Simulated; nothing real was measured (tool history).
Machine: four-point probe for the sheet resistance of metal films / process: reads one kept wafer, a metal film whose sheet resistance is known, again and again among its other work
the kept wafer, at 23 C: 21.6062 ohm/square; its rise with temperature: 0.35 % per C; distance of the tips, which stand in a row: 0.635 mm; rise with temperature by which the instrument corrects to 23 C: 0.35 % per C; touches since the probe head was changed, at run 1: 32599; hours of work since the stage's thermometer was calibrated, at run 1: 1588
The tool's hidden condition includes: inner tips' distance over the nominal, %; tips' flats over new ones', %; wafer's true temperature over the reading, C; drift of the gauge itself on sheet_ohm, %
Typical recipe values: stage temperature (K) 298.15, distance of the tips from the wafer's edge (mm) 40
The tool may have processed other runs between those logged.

run	hour	stage temperature (K)	distance of the tips from the wafer's edge (mm)	touches since the probe head was changed	hours of work since the stage's thermometer was calibrated	sheet resistance as the instrument gives it (ohm/square)
1	0	298.15	40	32599	1588	21.603157
2	48.7	298.15	8	33752	1617	21.674289
3	83.2	298.15	8	34565	1637	21.682004
4	107.9	298.15	8	35150	1651	21.684362
5	142.9	298.15	8	35977	1671	21.681679
6	191.7	298.15	8	37130	1699	21.678445
7	230.9	297.15	12	38057	1722	21.63491
8	270.9	304.15	6	39004	1745	21.736369
9	308.4	304.15	6	39890	1767	21.741181
10	331.9	297.15	40	40447	1781	21.609855
11	367.7	292.15	40	41292	1801	21.608415
12	394.2	298.15	40	41920	1817	21.609957

What if the next run were any one of these 5? Each begins from the tool's condition after run 12:
A	421.2	297.15	15	42557	1832	?
B	421.2	308.15	26	42557	1832	?
C	421.2	292.15	37	42557	1832	?
D	421.2	303.15	38	42557	1832	?
E	421.2	302.15	3	42557	1832	?

run	sheet resistance as the instrument gives it (ohm/square)
A	21.625839
B	21.61032
C	21.617361
D	21.610415
E	22.112334
Without the tool's hidden state the same runs would have given:
run	sheet resistance as the instrument gives it (ohm/square)
A	21.625096
B	21.609595
C	21.616611
D	21.609683
E	22.111583

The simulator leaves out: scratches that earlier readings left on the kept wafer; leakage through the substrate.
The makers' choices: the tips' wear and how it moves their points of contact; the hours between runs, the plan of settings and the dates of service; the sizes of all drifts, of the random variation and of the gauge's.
